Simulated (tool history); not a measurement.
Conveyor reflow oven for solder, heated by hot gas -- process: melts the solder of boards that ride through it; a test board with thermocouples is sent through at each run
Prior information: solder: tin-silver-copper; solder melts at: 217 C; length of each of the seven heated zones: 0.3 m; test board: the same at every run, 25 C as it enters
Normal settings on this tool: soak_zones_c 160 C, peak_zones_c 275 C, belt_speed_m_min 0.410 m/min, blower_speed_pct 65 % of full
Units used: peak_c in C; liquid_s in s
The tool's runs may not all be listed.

run,hour,soak_zones_c,peak_zones_c,belt_speed_m_min,blower_speed_pct,peak_c,liquid_s
1,0.0,160,275,0.410,65,261.7,68.5
2,9.4,160,275,0.410,65,261.9,68.5
3,19.7,160,275,0.410,65,261.5,68.4
4,25.4,160,275,0.410,65,261.5,68.5
5,31.6,160,272,0.410,65,258.7,66.9
6,37.1,160,272,0.410,65,258.8,66.9
7,44.4,160,272,0.410,65,258.7,66.6
8,54.6,160,275,0.410,65,261.5,68.4
9,64.3,160,275,0.410,65,261.6,68.5
10,74.5,160,289,0.410,65,274.6,76.1
11,84.4,161,289,0.469,76,271.9,65.5
12,91.1,168,271,0.351,68,263.2,86.0
13,98.7,168,271,0.351,68,263.2,86.1
14,108.5,168,271,0.351,68,263.1,86.0
15,118.0,168,286,0.446,65,269.8,69.7
16,122.5,171,286,0.446,65,270.4,70.8
17,129.0,153,275,0.420,53,257.0,61.0
18,137.9,161,275,0.428,60,259.1,64.0
19,146.8,174,283,0.410,73,271.7,79.1
20,152.0,174,283,0.410,73,272.1,79.1

3 ways to go on from here, each from the tool as it stands after run 20. What would each give?
A,159.3,160,282,0.404,65,?,?
B,159.3,174,277,0.410,73,?,?
C,159.3,173,275,0.410,65,?,?

run,peak_c,liquid_s
A,268.2,74.0
B,266.2,76.5
C,263.0,73.9
Take away the tool's hidden state, keep each run's random variation, and the runs would have read:
run,peak_c,liquid_s
A,269.8,75.2
B,267.6,77.5
C,264.3,75.0
